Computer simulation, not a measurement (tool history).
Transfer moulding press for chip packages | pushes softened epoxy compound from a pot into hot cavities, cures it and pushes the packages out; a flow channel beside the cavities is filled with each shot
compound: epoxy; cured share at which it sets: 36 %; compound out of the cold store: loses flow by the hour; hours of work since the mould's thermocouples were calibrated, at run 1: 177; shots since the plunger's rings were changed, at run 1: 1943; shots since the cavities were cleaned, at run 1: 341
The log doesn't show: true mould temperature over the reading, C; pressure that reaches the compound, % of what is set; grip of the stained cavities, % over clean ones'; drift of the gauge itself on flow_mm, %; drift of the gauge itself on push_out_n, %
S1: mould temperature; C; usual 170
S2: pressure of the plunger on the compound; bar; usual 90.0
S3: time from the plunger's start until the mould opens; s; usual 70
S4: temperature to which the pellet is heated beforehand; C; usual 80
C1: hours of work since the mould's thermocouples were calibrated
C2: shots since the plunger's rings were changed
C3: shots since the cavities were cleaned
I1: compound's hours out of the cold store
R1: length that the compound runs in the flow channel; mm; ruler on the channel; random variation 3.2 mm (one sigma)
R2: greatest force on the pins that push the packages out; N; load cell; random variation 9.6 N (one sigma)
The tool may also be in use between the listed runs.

run,hour,S1,S2,S3,S4,C1,C2,C3,I1,R1,R2
1,0.0,170,90.0,70,80,177,1943,341,36.7,819,671
2,5.8,170,90.0,70,80,181,2042,440,35.7,822,689
3,13.4,170,90.0,100,80,187,2169,567,32.0,840,618
4,23.3,170,72.5,100,80,194,2336,734,23.5,770,661
# hour 25.9: mould's thermocouples calibrated
# hour 31.4: cavities cleaned with cleaning compound and waxed
5,34.9,170,72.5,100,80,5,2472,59,41.2,723,415
6,48.4,170,72.5,100,80,15,2700,287,35.0,739,508
7,59.3,170,90.0,70,90,23,2884,471,12.2,903,706
8,73.2,162,90.0,82,80,33,3119,706,23.4,883,956
# hour 81.4: cavities cleaned with cleaning compound and waxed
9,88.2,162,90.0,82,80,43,3347,115,29.2,861,674
10,95.3,170,78.7,66,77,48,3466,234,23.1,803,667
11,102.2,167,71.5,66,88,53,3584,352,39.4,723,842

4 ways to go on from here, each from the tool as it stands after run 11. What would each give?
# hour 107.1: mould's thermocouples calibrated, once more
A,111.9,167,93.5,65,90,3,3714,482,46.6,?,?
# hour 107.1: mould's thermocouples calibrated, once more
B,111.9,172,90.0,50,73,3,3714,482,10.2,?,?
# hour 107.1: mould's thermocouples calibrated, once more
C,111.9,170,81.3,70,85,3,3714,482,23.9,?,?
# hour 107.1: mould's thermocouples calibrated, once more
D,111.9,174,90.0,77,80,3,3714,482,40.1,?,?

run,R1,R2
A,797,814
B,892,1333
C,805,652
D,786,614
Without the tool's hidden state the same runs would have given:
run,R1,R2
A,821,521
B,919,857
C,829,413
D,809,388

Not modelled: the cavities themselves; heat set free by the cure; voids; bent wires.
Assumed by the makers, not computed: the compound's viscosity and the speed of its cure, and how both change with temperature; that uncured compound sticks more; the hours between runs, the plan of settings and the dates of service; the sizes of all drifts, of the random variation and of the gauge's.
